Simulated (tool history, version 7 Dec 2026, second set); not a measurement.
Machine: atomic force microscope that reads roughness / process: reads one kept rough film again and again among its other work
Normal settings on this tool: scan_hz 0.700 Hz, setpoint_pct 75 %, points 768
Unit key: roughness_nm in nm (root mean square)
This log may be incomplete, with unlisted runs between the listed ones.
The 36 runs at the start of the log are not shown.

run   hour  scan_hz  setpoint_pct  points  pictures with this tip  hours of work since the height scale was calibrated  roughness_nm
 37  334.2    2.702            65     855                      42                                                  390         3.484
 38  339.6    2.146            65     313                      49                                                  393         3.511
 39  348.7    2.146            65     313                      60                                                  398         3.438
 40  358.1    2.146            65     313                      71                                                  404         3.436
 41  364.0    2.146            65     313                      78                                                  407         3.418
 42  372.5    2.146            65     313                      88                                                  412         3.399
 43  378.0    0.700            69     332                      95                                                  415         3.528
 44  390.6    0.700            69     332                     110                                                  422         3.463
 45  403.7    0.870            65     768                     125                                                  430         3.436
 46  409.3    0.870            65     768                     132                                                  433         3.423
 47  422.4    0.870            65     768                     148                                                  441         3.379
 48  428.3    0.870            65     768                     155                                                  444         3.351
 49  438.8    0.700            76     424                     167                                                  450         3.212

Forecast each of these 3 alternatives for the next run:
  A  448.3    0.700            76     552                     179                                                  456             ?
  B  448.3    0.700            75     448                     179                                                  456             ?
  C  448.3    0.711            75     394                     179                                                  456             ?

run  roughness_nm
  A         3.166
  B         3.206
  C         3.183
Take away the tool's hidden state, keep each run's random variation, and the runs would have read:
run  roughness_nm
  A         3.812
  B         3.859
  C         3.831

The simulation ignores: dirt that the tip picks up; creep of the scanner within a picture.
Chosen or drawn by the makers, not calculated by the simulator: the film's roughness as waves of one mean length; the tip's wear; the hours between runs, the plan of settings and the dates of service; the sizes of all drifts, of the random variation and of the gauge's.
